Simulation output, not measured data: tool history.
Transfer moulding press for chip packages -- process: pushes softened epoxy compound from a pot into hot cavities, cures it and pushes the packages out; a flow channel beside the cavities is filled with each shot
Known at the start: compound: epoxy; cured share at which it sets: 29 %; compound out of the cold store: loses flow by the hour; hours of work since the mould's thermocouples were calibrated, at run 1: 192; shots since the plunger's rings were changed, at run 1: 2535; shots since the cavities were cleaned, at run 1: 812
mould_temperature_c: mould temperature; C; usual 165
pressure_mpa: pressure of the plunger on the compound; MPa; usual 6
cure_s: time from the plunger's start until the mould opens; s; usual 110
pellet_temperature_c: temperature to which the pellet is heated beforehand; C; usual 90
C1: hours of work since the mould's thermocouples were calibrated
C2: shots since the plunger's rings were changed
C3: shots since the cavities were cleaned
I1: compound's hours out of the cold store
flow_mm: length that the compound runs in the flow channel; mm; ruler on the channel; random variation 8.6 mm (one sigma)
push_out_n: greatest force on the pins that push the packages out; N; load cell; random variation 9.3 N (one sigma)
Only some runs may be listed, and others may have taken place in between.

run 1 hour=0 | mould_temperature_c=165 pressure_mpa=6 cure_s=110 pellet_temperature_c=90 | C1=192 C2=2535 C3=812 | I1=45.6 | flow_mm=862 push_out_n=755
-- hour=28.8 cavities cleaned with cleaning compound and waxed
run 2 hour=51.1 | mould_temperature_c=165 pressure_mpa=6 cure_s=110 pellet_temperature_c=90 | C1=229 C2=3185 C3=292 | I1=31.9 | flow_mm=931 push_out_n=596
run 3 hour=75.9 | mould_temperature_c=165 pressure_mpa=6 cure_s=110 pellet_temperature_c=90 | C1=247 C2=3510 C3=617 | I1=17.3 | flow_mm=981 push_out_n=724
-- hour=118.1 cavities cleaned with cleaning compound and waxed
run 4 hour=125.6 | mould_temperature_c=165 pressure_mpa=4.51 cure_s=110 pellet_temperature_c=90 | C1=283 C2=4142 C3=97 | I1=10.7 | flow_mm=874 push_out_n=495
-- hour=142 plunger's sealing rings changed
-- hour=157 mould's thermocouples calibrated
run 5 hour=170.4 | mould_temperature_c=165 pressure_mpa=6.55 cure_s=110 pellet_temperature_c=90 | C1=10 C2=347 C3=627 | I1=26.5 | flow_mm=1021 push_out_n=733
run 6 hour=193.4 | mould_temperature_c=165 pressure_mpa=6.55 cure_s=110 pellet_temperature_c=90 | C1=27 C2=648 C3=928 | I1=39.5 | flow_mm=959 push_out_n=805
-- hour=215 cavities cleaned with cleaning compound and waxed
run 7 hour=229.9 | mould_temperature_c=165 pressure_mpa=6.55 cure_s=110 pellet_temperature_c=90 | C1=53 C2=1107 C3=195 | I1=33.8 | flow_mm=978 push_out_n=528
run 8 hour=258 | mould_temperature_c=165 pressure_mpa=6.55 cure_s=110 pellet_temperature_c=97 | C1=74 C2=1477 C3=565 | I1=10.3 | flow_mm=1090 push_out_n=718
run 9 hour=287.9 | mould_temperature_c=165 pressure_mpa=6.55 cure_s=110 pellet_temperature_c=97 | C1=96 C2=1868 C3=956 | I1=21.2 | flow_mm=1028 push_out_n=813
-- hour=304.4 cavities cleaned with cleaning compound and waxed
run 10 hour=316.7 | mould_temperature_c=165 pressure_mpa=6.55 cure_s=110 pellet_temperature_c=97 | C1=116 C2=2226 C3=161 | I1=27.5 | flow_mm=996 push_out_n=541
run 11 hour=340.5 | mould_temperature_c=165 pressure_mpa=6.55 cure_s=110 pellet_temperature_c=97 | C1=134 C2=2539 C3=474 | I1=45.5 | flow_mm=912 push_out_n=642
-- hour=393.7 cavities cleaned with cleaning compound and waxed
run 12 hour=395.2 | mould_temperature_c=165 pressure_mpa=6.55 cure_s=110 pellet_temperature_c=97 | C1=173 C2=3237 C3=21 | I1=16.3 | flow_mm=1033 push_out_n=431
run 13 hour=448.1 | mould_temperature_c=165 pressure_mpa=6.55 cure_s=110 pellet_temperature_c=97 | C1=212 C2=3931 C3=715 | I1=44.3 | flow_mm=872 push_out_n=733
-- hour=482 plunger's sealing rings changed
-- hour=488 cavities cleaned with cleaning compound and waxed
run 14 hour=503.2 | mould_temperature_c=165 pressure_mpa=6.55 cure_s=110 pellet_temperature_c=97 | C1=250 C2=259 C3=199 | I1=30.8 | flow_mm=1004 push_out_n=553
run 15 hour=545.3 | mould_temperature_c=165 pressure_mpa=6 cure_s=110 pellet_temperature_c=90 | C1=282 C2=812 C3=752 | I1=18.5 | flow_mm=1017 push_out_n=720
-- hour=575.6 mould's thermocouples calibrated
-- hour=579.5 cavities cleaned with cleaning compound and waxed
run 16 hour=603.8 | mould_temperature_c=169 pressure_mpa=6.15 cure_s=135 pellet_temperature_c=85 | C1=20 C2=1533 C3=318 | I1=46.6 | flow_mm=885 push_out_n=545
run 17 hour=626.9 | mould_temperature_c=161 pressure_mpa=4.7 cure_s=110 pellet_temperature_c=99 | C1=37 C2=1836 C3=621 | I1=11 | flow_mm=929 push_out_n=876
run 18 hour=666.4 | mould_temperature_c=170 pressure_mpa=4.7 cure_s=137 pellet_temperature_c=93 | C1=66 C2=2355 C3=1140 | I1=34.1 | flow_mm=800 push_out_n=754
-- hour=670.3 cavities cleaned with cleaning compound and waxed
run 19 hour=724.2 | mould_temperature_c=165 pressure_mpa=5.71 cure_s=110 pellet_temperature_c=90 | C1=108 C2=3093 C3=707 | I1=42.3 | flow_mm=861 push_out_n=728
-- hour=762.7 cavities cleaned with cleaning compound and waxed
run 20 hour=771.3 | mould_temperature_c=165 pressure_mpa=5.71 cure_s=110 pellet_temperature_c=90 | C1=142 C2=3690 C3=112 | I1=29.5 | flow_mm=916 push_out_n=479
run 21 hour=802.2 | mould_temperature_c=165 pressure_mpa=5.43 cure_s=105 pellet_temperature_c=83 | C1=165 C2=4096 C3=518 | I1=33.5 | flow_mm=847 push_out_n=712
-- hour=825.1 plunger's sealing rings changed
run 22 hour=829.7 | mould_temperature_c=168 pressure_mpa=5.18 cure_s=96 pellet_temperature_c=83 | C1=183 C2=60 C3=846 | I1=32.8 | flow_mm=861 push_out_n=833
-- hour=856.6 cavities cleaned with cleaning compound and waxed
run 23 hour=885.3 | mould_temperature_c=161 pressure_mpa=5.24 cure_s=148 pellet_temperature_c=81 | C1=223 C2=770 C3=377 | I1=33.9 | flow_mm=892 push_out_n=608
run 24 hour=926.7 | mould_temperature_c=165 pressure_mpa=6.99 cure_s=110 pellet_temperature_c=90 | C1=254 C2=1313 C3=920 | I1=31 | flow_mm=1028 push_out_n=806
-- hour=947.7 cavities cleaned with cleaning compound and waxed
run 25 hour=955.9 | mould_temperature_c=158 pressure_mpa=5.59 cure_s=115 pellet_temperature_c=90 | C1=274 C2=1676 C3=108 | I1=37.7 | flow_mm=910 push_out_n=612
run 26 hour=986.7 | mould_temperature_c=170 pressure_mpa=6 cure_s=141 pellet_temperature_c=90 | C1=297 C2=2080 C3=512 | I1=30 | flow_mm=924 push_out_n=620
-- hour=996.4 mould's thermocouples calibrated
run 27 hour=1011.7 | mould_temperature_c=162 pressure_mpa=4.9 cure_s=98 pellet_temperature_c=93 | C1=11 C2=2382 C3=814 | I1=15 | flow_mm=922 push_out_n=1106

Below, each run's measurement less what the same run would have read without the hidden state. Both values contain the same run-to-run variation, but the gauge's scatter may not be the same in both:
The tool's hidden condition here consists of: true mould temperature over the reading, C; pressure that reaches the compound, % of what is set; grip of the stained cavities, % over clean ones'; drift of the gauge itself on flow_mm, %; drift of the gauge itself on push_out_n, %.
run=1 flow_mm=-27 push_out_n=+331
run=2 flow_mm=-38 push_out_n=+173
run=3 flow_mm=-44 push_out_n=+302
run=4 flow_mm=-48 push_out_n=+75
run=5 flow_mm=-6 push_out_n=+313
run=6 flow_mm=-10 push_out_n=+390
run=7 flow_mm=-16 push_out_n=+120
run=8 flow_mm=-23 push_out_n=+284
run=9 flow_mm=-28 push_out_n=+388
run=10 flow_mm=-32 push_out_n=+110
run=11 flow_mm=-32 push_out_n=+241
run=12 flow_mm=-47 push_out_n=+21
run=13 flow_mm=-49 push_out_n=+330
run=14 flow_mm=-4 push_out_n=+124
run=15 flow_mm=-11 push_out_n=+326
run=16 flow_mm=-20 push_out_n=+169
run=17 flow_mm=-24 push_out_n=+365
run=18 flow_mm=-26 push_out_n=+384
run=19 flow_mm=-37 push_out_n=+323
run=20 flow_mm=-47 push_out_n=+62
run=21 flow_mm=-50 push_out_n=+273
run=22 flow_mm=-2 push_out_n=+380
run=23 flow_mm=-10 push_out_n=+205
run=24 flow_mm=-18 push_out_n=+388
run=25 flow_mm=-21 push_out_n=+105
run=26 flow_mm=-26 push_out_n=+242
run=27 flow_mm=-31 push_out_n=+510

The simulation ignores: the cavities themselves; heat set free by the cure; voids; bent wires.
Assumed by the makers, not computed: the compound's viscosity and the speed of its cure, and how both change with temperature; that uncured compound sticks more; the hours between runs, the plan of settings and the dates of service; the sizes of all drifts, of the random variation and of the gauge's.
